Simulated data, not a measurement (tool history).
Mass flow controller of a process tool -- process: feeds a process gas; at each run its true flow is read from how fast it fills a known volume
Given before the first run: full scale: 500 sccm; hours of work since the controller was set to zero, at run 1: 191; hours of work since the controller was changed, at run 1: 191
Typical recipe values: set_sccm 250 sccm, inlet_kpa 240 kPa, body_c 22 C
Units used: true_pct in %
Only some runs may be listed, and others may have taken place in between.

| run | hour | set_sccm | inlet_kpa | body_c | hours of work since the controller was set to zero | hours of work since the controller was changed | true_pct |
|---|---|---|---|---|---|---|---|
| 1 | 0.0 | 250 | 240 | 22 | 191 | 191 | 98.83 |
| 2 | 94.9 | 250 | 240 | 22 | 221 | 221 | 98.98 |
| 3 | 165.4 | 250 | 240 | 22 | 244 | 244 | 98.92 |
| 4 | 249.4 | 250 | 240 | 22 | 272 | 272 | 98.80 |
| 5 | 371.0 | 250 | 240 | 22 | 311 | 311 | 98.91 |
| 6 | 452.2 | 250 | 240 | 22 | 338 | 338 | 98.96 |
| 7 | 544.5 | 250 | 240 | 22 | 368 | 368 | 98.84 |
| 8 | 644.5 | 250 | 240 | 22 | 400 | 400 | 98.86 |
| 9 | 743.4 | 250 | 240 | 22 | 432 | 432 | 98.96 |
| 10 | 844.5 | 250 | 240 | 22 | 465 | 465 | 98.99 |
| 11 | 929.5 | 250 | 240 | 22 | 493 | 493 | 98.91 |
| 12 | 1055.1 | 250 | 154 | 22 | 534 | 534 | 98.81 |
| 13 | 1178.2 | 250 | 154 | 22 | 574 | 574 | 98.71 |
| 14 | 1244.8 | 250 | 240 | 22 | 596 | 596 | 98.93 |
| 15 | 1313.5 | 250 | 240 | 22 | 618 | 618 | 98.98 |
| 16 | 1399.7 | 250 | 240 | 22 | 646 | 646 | 99.01 |
| 17 | 1471.9 | 62 | 240 | 22 | 669 | 669 | 97.33 |
| 18 | 1592.4 | 250 | 240 | 36 | 709 | 709 | 98.28 |
| 19 | 1683.3 | 127 | 240 | 22 | 738 | 738 | 98.21 |
| 20 | 1774.1 | 127 | 240 | 22 | 768 | 768 | 98.19 |
| 21 | 1882.1 | 127 | 240 | 22 | 803 | 803 | 98.15 |
| 22 | 1978.1 | 250 | 240 | 30 | 834 | 834 | 98.57 |
| 23 | 2085.1 | 250 | 223 | 22 | 869 | 869 | 99.13 |
| 24 | 2208.5 | 250 | 276 | 22 | 909 | 909 | 99.23 |
| 25 | 2304.3 | 278 | 240 | 22 | 940 | 940 | 99.33 |
| 26 | 2404.1 | 250 | 271 | 38 | 973 | 973 | 98.21 |
| 27 | 2509.5 | 100 | 271 | 23 | 1007 | 1007 | 97.96 |
| 28 | 2578.3 | 309 | 227 | 25 | 1029 | 1029 | 99.29 |
| 29 | 2647.6 | 373 | 240 | 25 | 1052 | 1052 | 99.80 |
| 30 | 2750.0 | 373 | 240 | 25 | 1085 | 1085 | 99.73 |
| 31 | 2822.6 | 373 | 240 | 40 | 1109 | 1109 | 98.89 |
| 32 | 2945.8 | 124 | 213 | 32 | 1149 | 1149 | 97.36 |
| 33 | 3040.2 | 124 | 213 | 32 | 1180 | 1180 | 97.43 |
| 34 | 3167.3 | 250 | 143 | 29 | 1221 | 1221 | 98.53 |
| 35 | 3280.2 | 327 | 143 | 29 | 1258 | 1258 | 99.11 |
| 36 | 3354.8 | 350 | 240 | 31 | 1282 | 1282 | 99.38 |
| 37 | 3473.0 | 277 | 240 | 21 | 1320 | 1320 | 99.57 |
| 38 | 3544.2 | 476 | 267 | 31 | 1343 | 1343 | 100.32 |
| 39 | 3659.1 | 121 | 236 | 37 | 1381 | 1381 | 97.15 |
| 40 | 3723.4 | 84 | 234 | 23 | 1402 | 1402 | 97.59 |
| 41 | 3776.6 | 181 | 185 | 36 | 1419 | 1419 | 97.75 |
| 42 | 3903.3 | 181 | 185 | 36 | 1460 | 1460 | 97.75 |
| 43 | 4028.9 | 74 | 166 | 20 | 1501 | 1501 | 97.26 |
| 44 | 4087.1 | 74 | 160 | 24 | 1520 | 1520 | 96.92 |
| 45 | 4192.6 | 224 | 257 | 36 | 1554 | 1554 | 98.27 |
| 46 | 4321.2 | 166 | 221 | 40 | 1596 | 1596 | 97.48 |
| 47 | 4446.8 | 196 | 231 | 40 | 1637 | 1637 | 97.82 |

The next listed run, before its measurement:
| 48 | 4520.5 | 279 | 240 | 22 | 1661 | 1661 | ? |

true_pct: 99.72 %
Take away the tool's hidden state, keep the run-to-run variation as it was, and the same run would have given true_pct 99.18 %.
